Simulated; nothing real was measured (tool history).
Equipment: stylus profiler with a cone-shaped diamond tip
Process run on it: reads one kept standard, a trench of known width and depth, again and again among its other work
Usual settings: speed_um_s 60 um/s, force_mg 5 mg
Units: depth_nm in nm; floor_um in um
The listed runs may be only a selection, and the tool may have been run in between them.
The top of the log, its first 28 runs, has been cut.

| run | hour | speed_um_s | force_mg | depth_nm | floor_um |
|---|---|---|---|---|---|
|  | 984.8 | new tip fitted, height scale calibrated |
| 29 | 991.4 | 16 | 3.02 | 101.71 | 18.56 |
| 30 | 1036.7 | 40 | 2.94 | 101.72 | 18.38 |
| 31 | 1066.3 | 40 | 2.94 | 101.71 | 18.31 |
| 32 | 1110.3 | 20 | 12.03 | 104.41 | 18.51 |
| 33 | 1151.6 | 208 | 12.03 | 104.42 | 17.95 |
| 34 | 1195.9 | 60 | 10.8 | 104.13 | 18.32 |
| 35 | 1241.3 | 60 | 10.8 | 104.15 | 18.29 |
| 36 | 1283.9 | 60 | 10.8 | 104.17 | 18.26 |
| 37 | 1314.5 | 60 | 10.8 | 104.18 | 18.27 |
| 38 | 1347.1 | 179 | 9.96 | 103.97 | 17.86 |
| 39 | 1393.7 | 190 | 7.11 | 103.2 | 17.69 |
| 40 | 1432.3 | 78 | 5 | 102.6 | 18.02 |
| 41 | 1454.5 | 52 | 7.14 | 103.14 | 18.14 |
| 42 | 1476.4 | 22 | 7.63 | 103.35 | 18.32 |
| 43 | 1510.8 | 60 | 1.72 | 101.36 | 17.9 |
| 44 | 1538.2 | 225 | 9.09 | 103.79 | 17.6 |
| 45 | 1570.1 | 175 | 3.19 | 102.03 | 17.24 |

What if the next run were any one of these 4? Each begins from the tool's condition after run 45:
| A | 1612.9 | 19 | 3.36 | ? | ? |
| B | 1612.9 | 52 | 6.13 | ? | ? |
| C | 1612.9 | 60 | 3.72 | ? | ? |
| D | 1612.9 | 47 | 14.75 | ? | ? |

| run | depth_nm | floor_um |
|---|---|---|
| A | 102.08 | 18.24 |
| B | 102.95 | 18.1 |
| C | 102.16 | 18 |
| D | 105.2 | 18.16 |
What these runs would have given with no unlogged condition in the tool:
| run | depth_nm | floor_um |
|---|---|---|
| A | 101.88 | 18.54 |
| B | 102.76 | 18.4 |
| C | 101.96 | 18.3 |
| D | 105 | 18.46 |

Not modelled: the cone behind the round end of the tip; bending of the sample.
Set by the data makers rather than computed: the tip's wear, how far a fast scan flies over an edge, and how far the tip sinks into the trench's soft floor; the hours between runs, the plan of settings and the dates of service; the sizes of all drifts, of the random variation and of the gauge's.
